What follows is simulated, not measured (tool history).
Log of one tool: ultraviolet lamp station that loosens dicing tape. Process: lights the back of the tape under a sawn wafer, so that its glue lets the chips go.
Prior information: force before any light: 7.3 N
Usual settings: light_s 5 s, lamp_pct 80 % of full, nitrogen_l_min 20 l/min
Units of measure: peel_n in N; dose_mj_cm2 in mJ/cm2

Run 1, day 0: usual settings. Result: peel_n 0.184 N, dose_mj_cm2 206 mJ/cm2.
Run 2, day 0.417: usual settings. Result: peel_n 0.197 N, dose_mj_cm2 204 mJ/cm2.
Run 3, day 1.083: usual settings. Result: peel_n 0.198 N, dose_mj_cm2 204 mJ/cm2.
Run 4, day 1.675: usual settings. Result: peel_n 0.197 N, dose_mj_cm2 201 mJ/cm2.
Run 5, day 2.017: usual settings but light_s 6 s. Result: peel_n 0.128 N, dose_mj_cm2 243 mJ/cm2.
Run 6, day 2.45: usual settings but light_s 6 s. Result: peel_n 0.114 N, dose_mj_cm2 245 mJ/cm2.
Run 7, day 2.846: usual settings but light_s 6 s. Result: peel_n 0.125 N, dose_mj_cm2 240 mJ/cm2.
Run 8, day 3.246: usual settings but light_s 6 s. Result: peel_n 0.124 N, dose_mj_cm2 239 mJ/cm2.
Run 9, day 3.804: usual settings but nitrogen_l_min 40 l/min. Result: peel_n 0.161 N, dose_mj_cm2 197 mJ/cm2.
Run 10, day 4.304: usual settings. Result: peel_n 0.203 N, dose_mj_cm2 198 mJ/cm2.
Run 11, day 4.742: usual settings. Result: peel_n 0.213 N, dose_mj_cm2 197 mJ/cm2.
At day 4.8: window cleaned of glue's vapour.
Run 12, day 5.212: usual settings but lamp_pct 92 % of full. Result: peel_n 0.141 N, dose_mj_cm2 223 mJ/cm2.
Run 13, day 5.767: usual settings. Result: peel_n 0.229 N, dose_mj_cm2 194 mJ/cm2.
Run 14, day 6.579: usual settings but lamp_pct 97 % of full. Result: peel_n 0.151 N, dose_mj_cm2 233 mJ/cm2.
Run 15, day 7.017: usual settings but lamp_pct 97 % of full. Result: peel_n 0.142 N, dose_mj_cm2 229 mJ/cm2.
At day 7.283: window cleaned of glue's vapour, once more.
Run 16, day 7.454: usual settings but lamp_pct 92 % of full. Result: peel_n 0.127 N, dose_mj_cm2 238 mJ/cm2.
Run 17, day 8.117: usual settings but lamp_pct 92 % of full. Result: peel_n 0.133 N, dose_mj_cm2 235 mJ/cm2.
Run 18, day 8.517: usual settings but lamp_pct 92 % of full. Result: peel_n 0.133 N, dose_mj_cm2 235 mJ/cm2.
Run 19, day 8.867: usual settings but lamp_pct 92 % of full. Result: peel_n 0.132 N, dose_mj_cm2 231 mJ/cm2.
Run 20, day 9.675: usual settings but lamp_pct 77 % of full, nitrogen_l_min 26 l/min. Result: peel_n 0.198 N, dose_mj_cm2 195 mJ/cm2.
Run 21, day 10.158: usual settings but light_s 8 s, lamp_pct 77 % of full, nitrogen_l_min 18 l/min. Result: peel_n 0.081 N, dose_mj_cm2 312 mJ/cm2.
Run 22, day 10.833: usual settings but lamp_pct 60 % of full. Result: peel_n 0.439 N, dose_mj_cm2 154 mJ/cm2.
Run 23, day 11.479: usual settings but lamp_pct 84 % of full, nitrogen_l_min 12 l/min. Result: peel_n 0.246 N, dose_mj_cm2 205 mJ/cm2.
Run 24, day 12.246: usual settings but lamp_pct 84 % of full, nitrogen_l_min 12 l/min. Result: peel_n 0.242 N, dose_mj_cm2 211 mJ/cm2.
Run 25, day 12.767: usual settings but lamp_pct 84 % of full, nitrogen_l_min 12 l/min. Result: peel_n 0.247 N, dose_mj_cm2 206 mJ/cm2.
Run 26, day 13.312: usual settings but lamp_pct 89 % of full, nitrogen_l_min 7 l/min. Result: peel_n 0.304 N, dose_mj_cm2 220 mJ/cm2.
Run 27, day 13.654: usual settings but light_s 4 s, lamp_pct 69 % of full, nitrogen_l_min 9 l/min. Result: peel_n 0.835 N, dose_mj_cm2 137 mJ/cm2.
Run 28, day 14.162: usual settings but light_s 4 s, lamp_pct 88 % of full. Result: peel_n 0.285 N, dose_mj_cm2 173 mJ/cm2.
Run 29, day 14.912: usual settings but light_s 4 s, lamp_pct 88 % of full. Result: peel_n 0.328 N, dose_mj_cm2 169 mJ/cm2.
Run 30, day 15.508: usual settings but light_s 2 s, lamp_pct 81 % of full, nitrogen_l_min 15 l/min. Result: peel_n 1.778 N, dose_mj_cm2 76 mJ/cm2.
Run 31, day 16.033: usual settings but lamp_pct 78 % of full, nitrogen_l_min 15 l/min. Result: peel_n 0.287 N, dose_mj_cm2 190 mJ/cm2.
Run 32, day 16.604: usual settings but lamp_pct 78 % of full, nitrogen_l_min 15 l/min. Result: peel_n 0.294 N, dose_mj_cm2 186 mJ/cm2.
Run 33, day 17.258: usual settings but light_s 2 s, lamp_pct 68 % of full, nitrogen_l_min 15 l/min. Result: peel_n 2.258 N, dose_mj_cm2 70 mJ/cm2.
Run 34, day 17.7: usual settings but light_s 2 s, lamp_pct 68 % of full, nitrogen_l_min 21 l/min. Result: peel_n 2.074 N, dose_mj_cm2 64 mJ/cm2.
Run 35, day 18.462: usual settings but light_s 2 s, lamp_pct 68 % of full, nitrogen_l_min 21 l/min. Result: peel_n 2.078 N, dose_mj_cm2 64 mJ/cm2.
Run 36, day 19.096: usual settings but light_s 2 s, lamp_pct 68 % of full, nitrogen_l_min 21 l/min. Result: peel_n 2.06 N, dose_mj_cm2 63 mJ/cm2.
Run 37, day 19.492: usual settings but light_s 2 s, lamp_pct 68 % of full, nitrogen_l_min 21 l/min. Result: peel_n 2.052 N, dose_mj_cm2 63 mJ/cm2.

Results for each run, recomputed without the tool's hidden state and with each run's random variation untouched:
Hidden conditions of the tool in this case: lamp's light, % of a new lamp's; light that the window lets through, % of a clean one's; drift of the gauge itself on peel_n, %; drift of the gauge itself on dose_mj_cm2, %.
run  peel_n  dose_mj_cm2
  1   0.143          225
  2   0.154          224
  3   0.152          224
  4    0.15          222
  5   0.102          269
  6   0.087          272
  7   0.097          267
  8   0.096          267
  9   0.119          221
 10   0.144          223
 11   0.153          223
 12   0.094          259
 13   0.148          227
 14   0.106          274
 15   0.096          270
 16   0.101          260
 17   0.105          258
 18   0.104          258
 19   0.102          256
 20   0.146          217
 21   0.071          347
 22   0.324          172
 23   0.177          231
 24    0.17          239
 25   0.171          234
 26   0.213          251
 27   0.625          156
 28   0.191          199
 29   0.221          195
 30   1.432           88
 31   0.186          220
 32   0.192          217
 33   1.851           81
 34   1.673           75
 35   1.666           76
 36   1.641           75
 37   1.628           75
